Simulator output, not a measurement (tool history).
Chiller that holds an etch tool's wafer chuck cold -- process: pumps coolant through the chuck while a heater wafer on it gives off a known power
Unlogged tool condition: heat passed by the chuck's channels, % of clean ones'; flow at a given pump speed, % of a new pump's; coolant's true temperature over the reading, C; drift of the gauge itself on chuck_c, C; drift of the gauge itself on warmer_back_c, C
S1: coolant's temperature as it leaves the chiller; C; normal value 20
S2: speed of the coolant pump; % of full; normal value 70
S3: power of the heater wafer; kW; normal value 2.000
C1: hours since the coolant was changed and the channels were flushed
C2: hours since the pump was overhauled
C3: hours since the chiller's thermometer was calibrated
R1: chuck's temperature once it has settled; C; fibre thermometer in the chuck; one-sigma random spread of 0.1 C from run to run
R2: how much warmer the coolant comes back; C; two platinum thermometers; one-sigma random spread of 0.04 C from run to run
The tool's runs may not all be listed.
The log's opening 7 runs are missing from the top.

Run 8, hour 320.3: usual settings but S3 1.402 kW; C1 2497; C2 1814; C3 2984. Result: R1 33.4 C, R2 5.87 C.
Run 9, hour 359.5: usual settings but S3 1.402 kW; C1 2536; C2 1853; C3 3023. Result: R1 33.6 C, R2 5.89 C.
Run 10, hour 390.4: usual settings but S3 1.402 kW; C1 2567; C2 1884; C3 3054. Result: R1 33.7 C, R2 5.91 C.
Run 11, hour 429.4: usual settings but S1 18 C, S3 1.402 kW; C1 2606; C2 1923; C3 3093. Result: R1 31.4 C, R2 5.81 C.
Run 12, hour 472.4: usual settings but S2 66 % of full; C1 2649; C2 1966; C3 3136. Result: R1 40.2 C, R2 8.99 C.
Run 13, hour 528.6: usual settings but S1 10 C; C1 2705; C2 2022; C3 3192. Result: R1 29.7 C, R2 8.32 C.
Run 14, hour 570.6: usual settings; C1 2747; C2 2064; C3 3234. Result: R1 39.2 C, R2 8.25 C.
Run 15, hour 628.8: usual settings; C1 2805; C2 2123; C3 3293. Result: R1 39.2 C, R2 8.33 C.
Run 16, hour 658.7: usual settings but S3 2.376 kW; C1 2835; C2 2153; C3 3322. Result: R1 42.9 C, R2 9.88 C.
Run 17, hour 720.2: usual settings but S1 13 C, S2 99 % of full, S3 1.332 kW; C1 2897; C2 2214; C3 3384. Result: R1 22.7 C, R2 3.66 C.
Run 18, hour 785.3: usual settings but S1 17 C, S3 1.410 kW; C1 2962; C2 2279; C3 3449. Result: R1 30.8 C, R2 5.66 C.
Run 19, hour 826.7: usual settings but S1 17 C, S3 1.410 kW; C1 3003; C2 2321; C3 3490. Result: R1 30.7 C, R2 5.69 C.
Run 20, hour 895.5: usual settings but S1 14 C, S3 1.228 kW; C1 3072; C2 2389; C3 3559. Result: R1 26.0 C, R2 4.87 C.
Run 21, hour 928.6: usual settings but S1 17 C, S3 1.228 kW; C1 3105; C2 2422; C3 3592. Result: R1 29.0 C, R2 4.90 C.
At hour 940.3: gauge calibrated.
At hour 951.1: chiller's thermometer calibrated.
Run 22, hour 963.6: usual settings but S2 64 % of full, S3 2.565 kW; C1 3139; C2 2456; C3 13. Result: R1 46.9 C, R2 12.06 C.

The next listed run, before its measurement:
Run 23, hour 1034.6: usual settings but S2 64 % of full, S3 2.565 kW; C1 3210; C2 2527; C3 84. Result: R1 ?, R2 ?.

R1: 46.9 C
R2: 12.04 C
On a tool with no hidden condition, and with the same random variation, this run would have come out at R1 46.9 C, R2 12.08 C.
